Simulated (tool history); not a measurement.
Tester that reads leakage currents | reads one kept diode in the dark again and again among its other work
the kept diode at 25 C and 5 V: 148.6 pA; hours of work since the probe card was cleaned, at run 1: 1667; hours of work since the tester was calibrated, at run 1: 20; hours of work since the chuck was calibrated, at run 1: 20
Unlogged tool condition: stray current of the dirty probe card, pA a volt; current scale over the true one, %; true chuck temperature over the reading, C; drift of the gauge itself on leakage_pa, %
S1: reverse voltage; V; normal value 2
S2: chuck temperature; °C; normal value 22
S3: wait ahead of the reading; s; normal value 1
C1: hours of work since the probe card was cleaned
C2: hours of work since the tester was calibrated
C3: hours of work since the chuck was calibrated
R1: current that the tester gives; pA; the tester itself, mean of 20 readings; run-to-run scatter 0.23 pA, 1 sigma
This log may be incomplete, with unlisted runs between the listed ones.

run     day  S1  S2    S3    C1   C2   C3      R1
  1       0   2  22     1  1667   20   20   78.13
  2   8.554   2  22     1  1761  114  114    76.7
  3  14.992   2  22     1  1832  185  185   76.34
  4  22.925   2  22  4.37  1919  272  272   74.66
  5  29.467   2  26  4.37  1990  343  343  104.39
  6    36.9   2  26  4.37  2072  425  425  103.07
  7  42.675   2  22  0.53  2135  488  488   73.25
     50.308  -- chuck's temperature calibrated
  8  50.308   2  22  0.53  2218  571    0   80.64
  9  58.762   2  22  0.53  2310  664   93   79.07
 10  66.125   2  22  0.53  2391  744  173   77.68
 11  70.908   2  22  0.53  2444  797  226   77.45
 12  78.208   2  22  5.55  2524  877  306   76.01
     81.917  -- probe card cleaned and baked
 13  87.004   2  22  5.55    56  972  401   71.85

Estimate the outcome of run 14 from the log above:
 14  93.7  17.44  20  0.47  129  1045  474   ?

R1: 167.51 pA
Had the tool carried no hidden state, the very same run would have given R1 176.15 pA.

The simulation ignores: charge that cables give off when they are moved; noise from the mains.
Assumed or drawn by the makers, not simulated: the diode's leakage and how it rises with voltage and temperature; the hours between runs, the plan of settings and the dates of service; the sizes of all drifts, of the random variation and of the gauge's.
